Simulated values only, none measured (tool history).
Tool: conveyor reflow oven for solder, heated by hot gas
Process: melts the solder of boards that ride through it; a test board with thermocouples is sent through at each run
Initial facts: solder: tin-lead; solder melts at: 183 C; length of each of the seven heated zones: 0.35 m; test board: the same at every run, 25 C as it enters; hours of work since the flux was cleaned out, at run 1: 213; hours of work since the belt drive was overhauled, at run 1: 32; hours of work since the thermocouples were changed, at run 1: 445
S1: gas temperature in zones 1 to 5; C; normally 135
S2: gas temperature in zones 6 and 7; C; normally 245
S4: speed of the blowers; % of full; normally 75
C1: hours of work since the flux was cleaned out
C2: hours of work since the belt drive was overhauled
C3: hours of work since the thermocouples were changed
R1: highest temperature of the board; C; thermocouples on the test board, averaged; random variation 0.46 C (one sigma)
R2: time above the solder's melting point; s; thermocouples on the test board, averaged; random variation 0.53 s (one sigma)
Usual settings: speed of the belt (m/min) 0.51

Run 1, hour 0: usual settings; C1 213; C2 32; C3 445. Result: R1 223.7 C, R2 64.6 s.
Run 2, hour 27.3: usual settings; C1 225; C2 43; C3 457. Result: R1 223.4 C, R2 65.2 s.
Run 3, hour 57: usual settings; C1 238; C2 56; C3 470. Result: R1 223.5 C, R2 64.3 s.
Run 4, hour 76: usual settings; C1 246; C2 64; C3 478. Result: R1 223.9 C, R2 65.1 s.
At hour 98.8: flux residue cleaned out of gas plates and filters.
Run 5, hour 115.6: usual settings; C1 7; C2 79; C3 492. Result: R1 224 C, R2 65.5 s.
Run 6, hour 153.3: usual settings but S4 80 % of full; C1 23; C2 95; C3 509. Result: R1 225.2 C, R2 66.3 s.
Run 7, hour 188.9: usual settings; C1 38; C2 110; C3 524. Result: R1 224.3 C, R2 64.4 s.
Run 8, hour 219.2: usual settings; C1 51; C2 123; C3 537. Result: R1 224.2 C, R2 65.6 s.
Run 9, hour 247.5: usual settings; C1 63; C2 135; C3 549. Result: R1 223.9 C, R2 65.2 s.
Run 10, hour 287.8: usual settings; C1 80; C2 152; C3 566. Result: R1 224.5 C, R2 64.8 s.
Run 11, hour 311.2: usual settings but S1 127 C; C1 90; C2 162; C3 576. Result: R1 222.4 C, R2 60.7 s.
Run 12, hour 352.1: usual settings but S1 127 C; C1 108; C2 179; C3 593. Result: R1 222.2 C, R2 60.8 s.
Run 13, hour 372: usual settings but S1 121 C, S2 234 C, speed of the belt (m/min) 0.445, S4 64 % of full; C1 116; C2 188; C3 602. Result: R1 213.9 C, R2 60.6 s.
Run 14, hour 390.7: usual settings but S2 241 C, speed of the belt (m/min) 0.587; C1 124; C2 196; C3 610. Result: R1 215.7 C, R2 49 s.
Run 15, hour 409.9: usual settings but S1 131 C, S2 241 C, speed of the belt (m/min) 0.587; C1 132; C2 204; C3 618. Result: R1 213.8 C, R2 47.4 s.
Run 16, hour 427.3: usual settings but S1 136 C, S2 249 C, speed of the belt (m/min) 0.518, S4 70 % of full; C1 140; C2 211; C3 625. Result: R1 224.8 C, R2 65.2 s.
Run 17, hour 463.5: usual settings but S1 137 C, S2 240 C; C1 155; C2 227; C3 641. Result: R1 219.6 C, R2 63 s.
Run 18, hour 480.9: usual settings but S1 130 C, S2 246 C, speed of the belt (m/min) 0.501, S4 70 % of full; C1 163; C2 234; C3 648. Result: R1 223.2 C, R2 62.8 s.

Alternative continuations, all from the tool just after run 18; predict every row:
Run A, hour 510.3: usual settings but S1 130 C, S2 246 C, S4 55 % of full; C1 175; C2 247; C3 660. Result: R1 ?, R2 ?.
Run B, hour 510.3: usual settings but S1 142 C, S2 246 C, speed of the belt (m/min) 0.601, S4 70 % of full; C1 175; C2 247; C3 660. Result: R1 ?, R2 ?.
Run C, hour 510.3: usual settings but S1 137 C, S2 246 C, speed of the belt (m/min) 0.515, S4 81 % of full; C1 175; C2 247; C3 660. Result: R1 ?, R2 ?.

run     R1    R2
  A  215.4  56.6
  B  217.2  52.3
  C    226  66.4
Stripped of hidden state, with their random variation kept, the same runs would have yielded:
run     R1    R2
  A  215.7  56.9
  B  217.5  52.6
  C  226.3  66.6

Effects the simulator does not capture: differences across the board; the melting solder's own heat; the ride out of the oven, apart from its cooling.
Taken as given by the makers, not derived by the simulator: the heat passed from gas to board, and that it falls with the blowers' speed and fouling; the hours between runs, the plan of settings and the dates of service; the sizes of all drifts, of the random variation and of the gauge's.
